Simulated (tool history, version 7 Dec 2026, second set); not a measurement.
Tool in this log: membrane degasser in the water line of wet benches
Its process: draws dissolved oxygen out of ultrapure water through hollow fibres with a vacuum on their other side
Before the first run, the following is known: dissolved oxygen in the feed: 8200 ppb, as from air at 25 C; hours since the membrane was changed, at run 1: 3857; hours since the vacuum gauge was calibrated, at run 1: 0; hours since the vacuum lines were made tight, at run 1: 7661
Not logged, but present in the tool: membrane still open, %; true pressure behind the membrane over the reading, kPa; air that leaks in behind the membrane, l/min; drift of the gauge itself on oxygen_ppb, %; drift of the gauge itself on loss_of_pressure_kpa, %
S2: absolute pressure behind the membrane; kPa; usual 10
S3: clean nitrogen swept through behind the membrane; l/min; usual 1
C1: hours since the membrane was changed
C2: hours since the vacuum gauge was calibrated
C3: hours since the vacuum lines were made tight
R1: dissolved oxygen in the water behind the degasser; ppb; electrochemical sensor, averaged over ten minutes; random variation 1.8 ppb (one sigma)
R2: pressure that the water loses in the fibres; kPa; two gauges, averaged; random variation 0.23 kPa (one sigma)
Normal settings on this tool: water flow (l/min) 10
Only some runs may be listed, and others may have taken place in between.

{"run": 1, "hour": 0.0, "water flow (l/min)": 10, "S2": 10, "S3": 1, "C1": 3857, "C2": 0, "C3": 7661, "R1": 187, "R2": 60.35}
{"run": 2, "hour": 87.0, "water flow (l/min)": 10, "S2": 10, "S3": 1, "C1": 3944, "C2": 87, "C3": 7748, "R1": 188.3, "R2": 60.38}
{"run": 3, "hour": 255.4, "water flow (l/min)": 10, "S2": 6.1, "S3": 1, "C1": 4112, "C2": 255, "C3": 7916, "R1": 95.3, "R2": 60.11}
{"run": 4, "hour": 353.5, "water flow (l/min)": 10, "S2": 6.1, "S3": 1, "C1": 4210, "C2": 353, "C3": 8014, "R1": 95.5, "R2": 60.81}
{"run": 5, "hour": 507.1, "water flow (l/min)": 10, "S2": 6.1, "S3": 1, "C1": 4364, "C2": 507, "C3": 8168, "R1": 97.5, "R2": 60.2}
{"run": 6, "hour": 628.7, "water flow (l/min)": 10, "S2": 10, "S3": 1, "C1": 4486, "C2": 629, "C3": 8290, "R1": 190.1, "R2": 60.34}
{"run": 7, "hour": 723.3, "water flow (l/min)": 10, "S2": 10, "S3": 0.87, "C1": 4580, "C2": 723, "C3": 8384, "R1": 211.1, "R2": 60.58}
{"run": 8, "hour": 866.1, "water flow (l/min)": 10, "S2": 10, "S3": 0.87, "C1": 4723, "C2": 866, "C3": 8527, "R1": 212.3, "R2": 60.34}
{"run": 9, "hour": 1026.9, "water flow (l/min)": 10, "S2": 10, "S3": 0.87, "C1": 4884, "C2": 1027, "C3": 8688, "R1": 210.2, "R2": 60.53}
{"run": 10, "hour": 1123.9, "water flow (l/min)": 10, "S2": 10, "S3": 1, "C1": 4981, "C2": 1124, "C3": 8785, "R1": 190.6, "R2": 60.51}
{"run": 11, "hour": 1224.0, "water flow (l/min)": 10, "S2": 10, "S3": 1, "C1": 5081, "C2": 1224, "C3": 8885, "R1": 194.7, "R2": 60.12}
{"hour": 1250.4, "done": "seals of the vacuum lines changed"}
{"run": 12, "hour": 1390.3, "water flow (l/min)": 10, "S2": 10, "S3": 0.75, "C1": 5245, "C2": 1388, "C3": 140, "R1": 232.3, "R2": 60.29}
{"run": 13, "hour": 1533.7, "water flow (l/min)": 10, "S2": 10, "S3": 0.75, "C1": 5389, "C2": 1532, "C3": 283, "R1": 232.7, "R2": 60.28}
{"run": 14, "hour": 1667.6, "water flow (l/min)": 10, "S2": 10, "S3": 0.75, "C1": 5523, "C2": 1666, "C3": 417, "R1": 232.1, "R2": 60.23}
{"run": 15, "hour": 1803.0, "water flow (l/min)": 10, "S2": 10, "S3": 0.75, "C1": 5658, "C2": 1801, "C3": 553, "R1": 236.8, "R2": 60.42}
{"run": 16, "hour": 1886.2, "water flow (l/min)": 10, "S2": 10, "S3": 0.75, "C1": 5741, "C2": 1884, "C3": 636, "R1": 229.1, "R2": 60.42}
{"run": 17, "hour": 1976.7, "water flow (l/min)": 10, "S2": 10, "S3": 0.75, "C1": 5832, "C2": 1975, "C3": 726, "R1": 232, "R2": 60.72}
{"run": 18, "hour": 2141.0, "water flow (l/min)": 13, "S2": 21.2, "S3": 0.75, "C1": 5996, "C2": 2139, "C3": 891, "R1": 714.7, "R2": 78.97}
{"run": 19, "hour": 2269.3, "water flow (l/min)": 10, "S2": 10.1, "S3": 0.43, "C1": 6124, "C2": 2267, "C3": 1019, "R1": 365.3, "R2": 60.44}
{"run": 20, "hour": 2442.6, "water flow (l/min)": 10, "S2": 15.9, "S3": 0.86, "C1": 6298, "C2": 2441, "C3": 1192, "R1": 360.8, "R2": 60.49}
{"run": 21, "hour": 2521.1, "water flow (l/min)": 7, "S2": 21.4, "S3": 0.64, "C1": 6376, "C2": 2519, "C3": 1271, "R1": 450.8, "R2": 42.46}
{"run": 22, "hour": 2642.1, "water flow (l/min)": 9, "S2": 6.3, "S3": 1, "C1": 6497, "C2": 2640, "C3": 1392, "R1": 85.4, "R2": 54.27}
{"run": 23, "hour": 2767.5, "water flow (l/min)": 10, "S2": 16.6, "S3": 1, "C1": 6622, "C2": 2766, "C3": 1517, "R1": 331.9, "R2": 60.43}
{"run": 24, "hour": 2870.7, "water flow (l/min)": 11, "S2": 14.6, "S3": 0.48, "C1": 6726, "C2": 2869, "C3": 1620, "R1": 574.6, "R2": 66.63}
{"run": 25, "hour": 2953.7, "water flow (l/min)": 11, "S2": 22.1, "S3": 0.48, "C1": 6809, "C2": 2952, "C3": 1703, "R1": 904.4, "R2": 66.61}
{"run": 26, "hour": 3074.2, "water flow (l/min)": 11, "S2": 22.1, "S3": 0.48, "C1": 6929, "C2": 3072, "C3": 1824, "R1": 914.4, "R2": 66.54}
{"run": 27, "hour": 3156.6, "water flow (l/min)": 11, "S2": 22.1, "S3": 0.48, "C1": 7011, "C2": 3155, "C3": 1906, "R1": 898.8, "R2": 66.77}
{"run": 28, "hour": 3244.0, "water flow (l/min)": 6, "S2": 10, "S3": 1, "C1": 7099, "C2": 3242, "C3": 1994, "R1": 102.4, "R2": 36.53}
{"run": 29, "hour": 3386.5, "water flow (l/min)": 11, "S2": 10, "S3": 1, "C1": 7241, "C2": 3385, "C3": 2136, "R1": 215.3, "R2": 66.55}
{"run": 30, "hour": 3460.3, "water flow (l/min)": 11, "S2": 10, "S3": 1, "C1": 7315, "C2": 3458, "C3": 2210, "R1": 213.3, "R2": 66.92}
{"run": 31, "hour": 3569.0, "water flow (l/min)": 11, "S2": 10, "S3": 1, "C1": 7424, "C2": 3567, "C3": 2319, "R1": 209.2, "R2": 67.03}

Below, some changes in R1 between adjacent runs. For each, the amount present without the hidden state too (settings, incoming material, random variation) and the amount remaining for the hidden state with gauge scatter not shared by both compared results:
Run 11 -> 12: S3 1 -> 0.75, seals of the vacuum lines changed. R1 +37.6 ppb: hidden state -5.6, all else +43.2.
Run 17 -> 18: water flow (l/min) 10 -> 13, S2 10 -> 21.2. R1 +482.7 ppb: hidden state +2.9, all else +479.8.
Run 21 -> 22: water flow (l/min) 7 -> 9, S2 21.4 -> 6.3, S3 0.64 -> 1. R1 -365.4 ppb: hidden state -1.2, all else -364.2.
Run 27 -> 28: water flow (l/min) 11 -> 6, S2 22.1 -> 10, S3 0.48 -> 1. R1 -796.4 ppb: hidden state -6, all else -790.4.
Run 28 -> 29: water flow (l/min) 6 -> 11. R1 +112.9 ppb: hidden state +3.6, all else +109.3.
